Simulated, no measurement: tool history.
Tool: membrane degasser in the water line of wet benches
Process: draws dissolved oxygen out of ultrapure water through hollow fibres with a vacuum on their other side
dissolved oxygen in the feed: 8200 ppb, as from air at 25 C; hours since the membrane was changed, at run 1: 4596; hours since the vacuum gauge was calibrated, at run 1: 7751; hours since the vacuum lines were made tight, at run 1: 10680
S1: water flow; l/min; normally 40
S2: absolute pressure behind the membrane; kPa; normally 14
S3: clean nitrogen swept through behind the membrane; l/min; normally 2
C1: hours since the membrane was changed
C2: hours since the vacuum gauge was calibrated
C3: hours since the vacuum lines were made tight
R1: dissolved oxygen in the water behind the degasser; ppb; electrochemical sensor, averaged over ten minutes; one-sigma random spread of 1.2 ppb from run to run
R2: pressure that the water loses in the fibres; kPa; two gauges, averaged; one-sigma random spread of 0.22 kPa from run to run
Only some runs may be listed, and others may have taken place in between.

run	hour	S1	S2	S3	C1	C2	C3	R1	R2
1	0	40	14	2	4596	7751	10680	473.9	55.13
2	80.5	40	14	2.79	4676	7831	10761	360.5	55.57
3	153.6	40	14	2.79	4749	7904	10834	357.8	55.42
4	320.3	40	14	2.79	4916	8071	11001	358.9	56.01
5	416.4	40	14	2.79	5012	8167	11097	358	55.94
6	513.9	40	14	2.79	5109	8265	11194	358.7	55.79
7	672.4	40	14	2	5268	8423	11353	474.7	56.03
# hour 709.2: vacuum gauge calibrated
8	838	40	14	2	5433	129	11518	470.9	56
9	983.8	43	14	2	5579	275	11664	504.1	60.31
10	1133.9	43	14	2	5729	425	11814	501.7	59.77
11	1294.2	43	9.9	2	5889	585	11974	321.1	60.08
12	1399.2	40	14	1.98	5994	690	12079	477	55.75
13	1536.5	40	14	1.98	6132	827	12216	478.5	55.85
14	1612.8	40	14	1.98	6208	904	12293	478.1	56.26
15	1724.4	40	14	2	6319	1015	12404	471.9	56.13
16	1817.8	40	14	2	6413	1109	12498	472.6	56.04
17	1896.1	40	14	2	6491	1187	12576	473	56.61
18	2001.4	40	14	2	6596	1292	12681	473.2	56.27
19	2127.3	53	8.9	2	6722	1418	12807	335.8	74.61

Run 20 is up next; what results do you expect?
20	2216.9	51	23.1	0.98	6812	1508	12897	?	?

R1: 1662.1 ppb
R2: 71.55 kPa
Were there no unlogged condition in the tool, this run, its random variation unchanged, would have produced R1 1654.9 ppb, R2 68.67 kPa.
